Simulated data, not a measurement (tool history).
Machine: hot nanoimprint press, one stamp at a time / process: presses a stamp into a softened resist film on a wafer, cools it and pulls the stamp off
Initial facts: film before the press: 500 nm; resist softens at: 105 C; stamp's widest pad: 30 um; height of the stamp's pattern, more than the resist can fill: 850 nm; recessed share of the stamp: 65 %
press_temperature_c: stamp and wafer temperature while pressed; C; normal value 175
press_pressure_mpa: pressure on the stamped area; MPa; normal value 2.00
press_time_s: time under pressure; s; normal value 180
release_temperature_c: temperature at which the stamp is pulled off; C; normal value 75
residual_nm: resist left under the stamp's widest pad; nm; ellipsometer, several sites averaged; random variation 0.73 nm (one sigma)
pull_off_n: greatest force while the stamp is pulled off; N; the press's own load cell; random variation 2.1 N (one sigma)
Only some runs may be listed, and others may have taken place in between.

run 1 hour=0.0 | press_temperature_c=175 press_pressure_mpa=2.00 press_time_s=180 release_temperature_c=75 | residual_nm=228.2 pull_off_n=124
run 2 hour=51.8 | press_temperature_c=175 press_pressure_mpa=2.00 press_time_s=180 release_temperature_c=75 | residual_nm=227.6 pull_off_n=121
run 3 hour=102.5 | press_temperature_c=175 press_pressure_mpa=2.00 press_time_s=180 release_temperature_c=75 | residual_nm=228.2 pull_off_n=121
run 4 hour=142.1 | press_temperature_c=175 press_pressure_mpa=2.00 press_time_s=180 release_temperature_c=75 | residual_nm=226.9 pull_off_n=126
run 5 hour=175.7 | press_temperature_c=175 press_pressure_mpa=1.36 press_time_s=180 release_temperature_c=75 | residual_nm=278.5 pull_off_n=123
run 6 hour=208.2 | press_temperature_c=175 press_pressure_mpa=1.36 press_time_s=180 release_temperature_c=75 | residual_nm=279.5 pull_off_n=128
run 7 hour=256.6 | press_temperature_c=175 press_pressure_mpa=1.36 press_time_s=180 release_temperature_c=75 | residual_nm=277.0 pull_off_n=124
run 8 hour=295.8 | press_temperature_c=175 press_pressure_mpa=2.32 press_time_s=180 release_temperature_c=75 | residual_nm=208.0 pull_off_n=123
run 9 hour=337.0 | press_temperature_c=175 press_pressure_mpa=2.32 press_time_s=180 release_temperature_c=75 | residual_nm=209.2 pull_off_n=122
-- hour=368.8 stamp cleaned and given a new release coat
run 10 hour=369.9 | press_temperature_c=175 press_pressure_mpa=2.32 press_time_s=180 release_temperature_c=61 | residual_nm=208.1 pull_off_n=159
run 11 hour=404.5 | press_temperature_c=175 press_pressure_mpa=2.00 press_time_s=93 release_temperature_c=75 | residual_nm=277.0 pull_off_n=123
run 12 hour=450.7 | press_temperature_c=175 press_pressure_mpa=2.00 press_time_s=93 release_temperature_c=75 | residual_nm=278.1 pull_off_n=125
run 13 hour=487.3 | press_temperature_c=175 press_pressure_mpa=2.00 press_time_s=93 release_temperature_c=75 | residual_nm=279.1 pull_off_n=125
run 14 hour=534.3 | press_temperature_c=175 press_pressure_mpa=2.00 press_time_s=180 release_temperature_c=75 | residual_nm=224.7 pull_off_n=122
-- hour=548.9 plate thermocouple calibrated
run 15 hour=560.4 | press_temperature_c=175 press_pressure_mpa=2.00 press_time_s=180 release_temperature_c=75 | residual_nm=224.8 pull_off_n=123
run 16 hour=591.1 | press_temperature_c=170 press_pressure_mpa=2.00 press_time_s=303 release_temperature_c=75 | residual_nm=227.2 pull_off_n=127
run 17 hour=616.5 | press_temperature_c=167 press_pressure_mpa=2.53 press_time_s=287 release_temperature_c=75 | residual_nm=228.0 pull_off_n=122
run 18 hour=656.3 | press_temperature_c=167 press_pressure_mpa=2.08 press_time_s=287 release_temperature_c=74 | residual_nm=250.4 pull_off_n=125
run 19 hour=686.5 | press_temperature_c=175 press_pressure_mpa=2.18 press_time_s=333 release_temperature_c=75 | residual_nm=173.3 pull_off_n=126
run 20 hour=715.9 | press_temperature_c=175 press_pressure_mpa=1.32 press_time_s=180 release_temperature_c=77 | residual_nm=279.9 pull_off_n=118
run 21 hour=754.5 | press_temperature_c=183 press_pressure_mpa=2.00 press_time_s=320 release_temperature_c=76 | residual_nm=140.3 pull_off_n=123
run 22 hour=801.1 | press_temperature_c=177 press_pressure_mpa=1.39 press_time_s=170 release_temperature_c=82 | residual_nm=261.8 pull_off_n=107
run 23 hour=838.5 | press_temperature_c=164 press_pressure_mpa=2.00 press_time_s=180 release_temperature_c=71 | residual_nm=323.3 pull_off_n=136
run 24 hour=872.3 | press_temperature_c=175 press_pressure_mpa=1.63 press_time_s=155 release_temperature_c=63 | residual_nm=262.3 pull_off_n=155
-- hour=904.3 gauge calibrated
run 25 hour=914.7 | press_temperature_c=166 press_pressure_mpa=1.50 press_time_s=307 release_temperature_c=76 | residual_nm=305.0 pull_off_n=120
run 26 hour=964.3 | press_temperature_c=179 press_pressure_mpa=1.71 press_time_s=92 release_temperature_c=60 | residual_nm=270.8 pull_off_n=160
run 27 hour=1004.0 | press_temperature_c=183 press_pressure_mpa=3.03 press_time_s=92 release_temperature_c=60 | residual_nm=174.8 pull_off_n=162
run 28 hour=1046.3 | press_temperature_c=183 press_pressure_mpa=3.03 press_time_s=92 release_temperature_c=60 | residual_nm=173.1 pull_off_n=163
run 29 hour=1090.8 | press_temperature_c=173 press_pressure_mpa=2.00 press_time_s=180 release_temperature_c=75 | residual_nm=242.9 pull_off_n=125

The logged runs with the hidden state left out (each run's random variation unchanged):
Unlogged tool condition in this case: true temperature over the reading, C; pressure that arrives at the usual setting, %; grip of the stamp's worn release coat, % over a new coat's; drift of the gauge itself on residual_nm, %; drift of the gauge itself on pull_off_n, %.
run=1 residual_nm=228.2
run=2 residual_nm=227.8
run=3 residual_nm=228.8
run=4 residual_nm=227.6
run=5 residual_nm=279.6
run=6 residual_nm=280.8
run=7 residual_nm=278.6
run=8 residual_nm=209.3
run=9 residual_nm=210.7
run=10 residual_nm=209.7
run=11 residual_nm=279.4
run=12 residual_nm=280.8
run=13 residual_nm=282.0
run=14 residual_nm=227.3
run=15 residual_nm=227.2
run=16 residual_nm=229.8
run=17 residual_nm=230.7
run=18 residual_nm=253.6
run=19 residual_nm=175.7
run=20 residual_nm=283.9
run=21 residual_nm=142.4
run=22 residual_nm=266.1
run=23 residual_nm=328.8
run=24 residual_nm=266.9
run=25 residual_nm=305.0
run=26 residual_nm=271.0
run=27 residual_nm=175.0
run=28 residual_nm=173.4
run=29 residual_nm=243.8
pull_off_n: at most 1 N away from the measurement, every run.

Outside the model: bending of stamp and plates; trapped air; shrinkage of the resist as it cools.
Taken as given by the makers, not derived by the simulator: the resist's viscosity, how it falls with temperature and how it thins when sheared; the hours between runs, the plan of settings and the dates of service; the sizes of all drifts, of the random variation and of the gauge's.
